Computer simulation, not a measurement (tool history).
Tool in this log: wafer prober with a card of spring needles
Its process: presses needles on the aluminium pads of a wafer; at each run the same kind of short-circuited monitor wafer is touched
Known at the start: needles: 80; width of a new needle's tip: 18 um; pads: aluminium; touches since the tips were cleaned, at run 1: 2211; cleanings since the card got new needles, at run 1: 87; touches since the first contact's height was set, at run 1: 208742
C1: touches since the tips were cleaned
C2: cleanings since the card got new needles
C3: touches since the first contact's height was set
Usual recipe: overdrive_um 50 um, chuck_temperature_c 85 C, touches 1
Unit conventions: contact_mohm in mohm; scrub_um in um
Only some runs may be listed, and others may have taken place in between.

run 1 hour=0.0 | overdrive_um=50 chuck_temperature_c=85 touches=1 | C1=2211 C2=87 C3=208742 | contact_mohm=352 scrub_um=11.66
-- hour=4.9 tips cleaned on abrasive film
-- hour=14.7 tips cleaned on abrasive film
-- hour=19.8 height of the first contact set anew
run 2 hour=23.4 | overdrive_um=50 chuck_temperature_c=85 touches=1 | C1=3749 C2=89 C3=1597 | contact_mohm=365 scrub_um=12.90
-- hour=26.0 tips cleaned on abrasive film
-- hour=37.6 tips cleaned on abrasive film
-- hour=49.9 tips cleaned on abrasive film
run 3 hour=59.0 | overdrive_um=50 chuck_temperature_c=85 touches=1 | C1=4058 C2=92 C3=17213 | contact_mohm=379 scrub_um=12.84
-- hour=61.3 tips cleaned on abrasive film
-- hour=71.1 tips cleaned on abrasive film
-- hour=83.3 tips cleaned on abrasive film
run 4 hour=86.0 | overdrive_um=50 chuck_temperature_c=85 touches=1 | C1=1181 C2=95 C3=29012 | contact_mohm=301 scrub_um=12.63
-- hour=93.3 tips cleaned on abrasive film
-- hour=103.1 tips cleaned on abrasive film
-- hour=112.9 tips cleaned on abrasive film
-- hour=123.9 tips cleaned on abrasive film
run 5 hour=125.4 | overdrive_um=50 chuck_temperature_c=47 touches=1 | C1=663 C2=99 C3=46265 | contact_mohm=265 scrub_um=12.55
-- hour=135.2 tips cleaned on abrasive film
-- hour=146.6 tips cleaned on abrasive film
run 6 hour=153.8 | overdrive_um=50 chuck_temperature_c=85 touches=1 | C1=3209 C2=101 C3=58767 | contact_mohm=374 scrub_um=12.57
-- hour=158.8 tips cleaned on abrasive film
-- hour=170.1 tips cleaned on abrasive film
-- hour=179.9 tips cleaned on abrasive film
run 7 hour=187.3 | overdrive_um=50 chuck_temperature_c=85 touches=1 | C1=3269 C2=104 C3=73445 | contact_mohm=367 scrub_um=12.64
-- hour=189.9 tips cleaned on abrasive film
-- hour=202.1 tips cleaned on abrasive film
run 8 hour=211.6 | overdrive_um=50 chuck_temperature_c=57 touches=1 | C1=4206 C2=106 C3=84104 | contact_mohm=392 scrub_um=12.51
-- hour=214.1 tips cleaned on abrasive film
-- hour=225.9 tips cleaned on abrasive film
-- hour=237.5 tips cleaned on abrasive film
run 9 hour=244.1 | overdrive_um=50 chuck_temperature_c=57 touches=1 | C1=2935 C2=109 C3=98366 | contact_mohm=370 scrub_um=12.12
-- hour=249.1 tips cleaned on abrasive film
-- hour=260.5 tips cleaned on abrasive film
run 10 hour=270.1 | overdrive_um=50 chuck_temperature_c=57 touches=1 | C1=4256 C2=111 C3=109782 | contact_mohm=407 scrub_um=12.38
-- hour=272.6 tips cleaned on abrasive film
-- hour=282.5 tips cleaned on abrasive film
-- hour=293.8 tips cleaned on abrasive film
run 11 hour=294.6 | overdrive_um=50 chuck_temperature_c=57 touches=1 | C1=375 C2=114 C3=120493 | contact_mohm=260 scrub_um=12.16
-- hour=305.9 tips cleaned on abrasive film
-- hour=318.0 tips cleaned on abrasive film
-- hour=327.8 tips cleaned on abrasive film
-- hour=339.5 tips cleaned on abrasive film
run 12 hour=340.1 | overdrive_um=50 chuck_temperature_c=85 touches=1 | C1=255 C2=118 C3=140425 | contact_mohm=259 scrub_um=11.91
-- hour=349.9 tips cleaned on abrasive film
-- hour=361.7 tips cleaned on abrasive film
-- hour=371.5 tips cleaned on abrasive film
-- hour=381.4 tips cleaned on abrasive film
run 13 hour=381.4 | overdrive_um=50 chuck_temperature_c=85 touches=1 | C1=0 C2=122 C3=158545 | contact_mohm=247 scrub_um=11.85
-- hour=391.2 tips cleaned on abrasive film
-- hour=402.8 tips cleaned on abrasive film
run 14 hour=407.4 | overdrive_um=50 chuck_temperature_c=85 touches=1 | C1=2022 C2=124 C3=169940 | contact_mohm=374 scrub_um=11.88
-- hour=414.3 tips cleaned on abrasive film
-- hour=426.6 tips cleaned on abrasive film
-- hour=436.4 tips cleaned on abrasive film
-- hour=448.4 tips cleaned on abrasive film
run 15 hour=451.6 | overdrive_um=33 chuck_temperature_c=45 touches=2 | C1=1411 C2=128 C3=189336 | contact_mohm=405 scrub_um=7.52
-- hour=458.9 tips cleaned on abrasive film
-- hour=468.7 tips cleaned on abrasive film
-- hour=479.6 tips cleaned on abrasive film
-- hour=489.4 tips cleaned on abrasive film
run 16 hour=497.4 | overdrive_um=33 chuck_temperature_c=45 touches=2 | C1=3518 C2=132 C3=209425 | contact_mohm=540 scrub_um=7.34
-- hour=499.9 tips cleaned on abrasive film
-- hour=511.3 tips cleaned on abrasive film
-- hour=516.5 height of the first contact set anew
-- hour=523.6 tips cleaned on abrasive film
run 17 hour=525.1 | overdrive_um=50 chuck_temperature_c=111 touches=2 | C1=649 C2=135 C3=3764 | contact_mohm=262 scrub_um=12.76
-- hour=534.8 tips cleaned on abrasive film
-- hour=546.3 tips cleaned on abrasive film
run 18 hour=552.8 | overdrive_um=50 chuck_temperature_c=111 touches=2 | C1=2901 C2=137 C3=15953 | contact_mohm=314 scrub_um=12.64
-- hour=557.8 tips cleaned on abrasive film
-- hour=569.5 tips cleaned on abrasive film
run 19 hour=572.0 | overdrive_um=50 chuck_temperature_c=111 touches=2 | C1=1082 C2=139 C3=24330 | contact_mohm=291 scrub_um=12.70
-- hour=581.4 tips cleaned on abrasive film
-- hour=593.6 tips cleaned on abrasive film
-- hour=603.5 tips cleaned on abrasive film
run 20 hour=606.2 | overdrive_um=50 chuck_temperature_c=40 touches=2 | C1=1200 C2=142 C3=39335 | contact_mohm=281 scrub_um=12.61
-- hour=613.6 tips cleaned on abrasive film
-- hour=625.1 tips cleaned on abrasive film
-- hour=634.9 tips cleaned on abrasive film
run 21 hour=639.9 | overdrive_um=48 chuck_temperature_c=90 touches=1 | C1=2220 C2=145 C3=54148 | contact_mohm=380 scrub_um=11.98
-- hour=646.4 tips cleaned on abrasive film
-- hour=658.2 tips cleaned on abrasive film
-- hour=668.0 tips cleaned on abrasive film
run 22 hour=675.3 | overdrive_um=51 chuck_temperature_c=90 touches=1 | C1=3220 C2=148 C3=69654 | contact_mohm=400 scrub_um=12.56
-- hour=680.2 tips cleaned on abrasive film
-- hour=692.1 tips cleaned on abrasive film
-- hour=703.9 tips cleaned on abrasive film
-- hour=715.6 tips cleaned on abrasive film
run 23 hour=719.9 | overdrive_um=68 chuck_temperature_c=69 touches=1 | C1=1892 C2=152 C3=89218 | contact_mohm=281 scrub_um=16.88
-- hour=727.3 tips cleaned on abrasive film
-- hour=739.0 tips cleaned on abrasive film
run 24 hour=745.8 | overdrive_um=45 chuck_temperature_c=85 touches=1 | C1=2985 C2=154 C3=100576 | contact_mohm=447 scrub_um=10.74
-- hour=750.7 tips cleaned on abrasive film
-- hour=763.0 tips cleaned on abrasive film
-- hour=775.0 tips cleaned on abrasive film
-- hour=787.3 tips cleaned on abrasive film
run 25 hour=788.5 | overdrive_um=45 chuck_temperature_c=85 touches=1 | C1=549 C2=158 C3=119318 | contact_mohm=319 scrub_um=10.95
-- hour=798.1 tips cleaned on abrasive film
-- hour=808.0 tips cleaned on abrasive film
run 26 hour=808.0 | overdrive_um=66 chuck_temperature_c=80 touches=2 | C1=0 C2=160 C3=127871 | contact_mohm=225 scrub_um=16.22
-- hour=819.3 tips cleaned on abrasive film
-- hour=829.1 tips cleaned on abrasive film
run 27 hour=837.9 | overdrive_um=50 chuck_temperature_c=25 touches=1 | C1=3906 C2=162 C3=141009 | contact_mohm=459 scrub_um=11.99

Predict each of these 3 candidate next runs independently; none follows another, all start after run 27:
-- hour=840.0 tips cleaned on abrasive film
-- hour=852.2 tips cleaned on abrasive film
run A hour=858.0 | overdrive_um=67 chuck_temperature_c=45 touches=3 | C1=2600 C2=164 C3=149819 | contact_mohm=? scrub_um=?
-- hour=840.0 tips cleaned on abrasive film
-- hour=852.2 tips cleaned on abrasive film
run B hour=858.0 | overdrive_um=31 chuck_temperature_c=85 touches=1 | C1=2600 C2=164 C3=149819 | contact_mohm=? scrub_um=?
-- hour=840.0 tips cleaned on abrasive film
-- hour=852.2 tips cleaned on abrasive film
run C hour=858.0 | overdrive_um=46 chuck_temperature_c=39 touches=2 | C1=2600 C2=164 C3=149819 | contact_mohm=? scrub_um=?

run=A contact_mohm=247 scrub_um=16.71
run=B contact_mohm=725 scrub_um=7.09
run=C contact_mohm=354 scrub_um=10.96
The same runs, with their run-to-run variation unchanged, on a tool lacking any hidden condition would have given:
run=A contact_mohm=203 scrub_um=17.51
run=B contact_mohm=232 scrub_um=7.88
run=C contact_mohm=210 scrub_um=11.76

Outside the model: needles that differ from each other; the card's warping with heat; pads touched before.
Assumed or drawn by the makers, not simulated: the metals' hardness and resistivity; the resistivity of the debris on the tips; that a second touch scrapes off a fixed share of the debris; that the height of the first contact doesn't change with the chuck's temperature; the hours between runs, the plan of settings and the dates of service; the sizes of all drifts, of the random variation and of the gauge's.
